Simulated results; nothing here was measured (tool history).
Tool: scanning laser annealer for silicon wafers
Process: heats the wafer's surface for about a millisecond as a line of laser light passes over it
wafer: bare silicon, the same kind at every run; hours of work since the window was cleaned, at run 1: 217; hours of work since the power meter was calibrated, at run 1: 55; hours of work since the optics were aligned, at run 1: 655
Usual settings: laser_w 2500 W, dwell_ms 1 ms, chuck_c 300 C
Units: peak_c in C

run	hour	laser_w	dwell_ms	chuck_c	hours of work since the window was cleaned	hours of work since the power meter was calibrated	hours of work since the optics were aligned	peak_c
1	0	2500	1	300	217	55	655	1100
2	18.6	2500	1	300	225	64	663	1100
3	42.7	2500	1	300	235	74	673	1099
4	73.3	2500	1	300	249	88	687	1099
5	95.5	2500	1	300	259	98	697	1098
6	114.6	2500	1	300	267	106	705	1095
7	146.7	2500	1	300	281	120	719	1094
8	172.5	2500	1	321	293	132	731	1115
9	205.5	2500	1	333	307	146	745	1125
# hour 209.9: window over the wafer cleaned
10	234.5	2500	0.75	312	11	158	757	995
11	256.7	2410	1.19	261	21	168	767	1091
12	293	2234	1	300	37	184	783	1005
13	327.7	2165	0.89	273	52	199	798	919
14	356.6	2182	1.03	273	65	212	811	971
15	372.9	2151	1.03	273	72	219	818	964
16	404.3	2151	1.03	293	86	233	832	983

4 ways to go on from here, each from the tool as it stands after run 16. What would each give?
# hour 413: window over the wafer cleaned, once more
A	432.8	2536	1	311	9	245	844	?
# hour 413: window over the wafer cleaned, once more
B	432.8	2645	0.81	331	9	245	844	?
# hour 413: window over the wafer cleaned, once more
C	432.8	2644	1.14	307	9	245	844	?
# hour 413: window over the wafer cleaned, once more
D	432.8	2331	1.05	289	9	245	844	?

run	peak_c
A	1133
B	1096
C	1217
D	1063
Without the tool's hidden state the same runs would have given:
run	peak_c
A	1147
B	1110
C	1233
D	1077
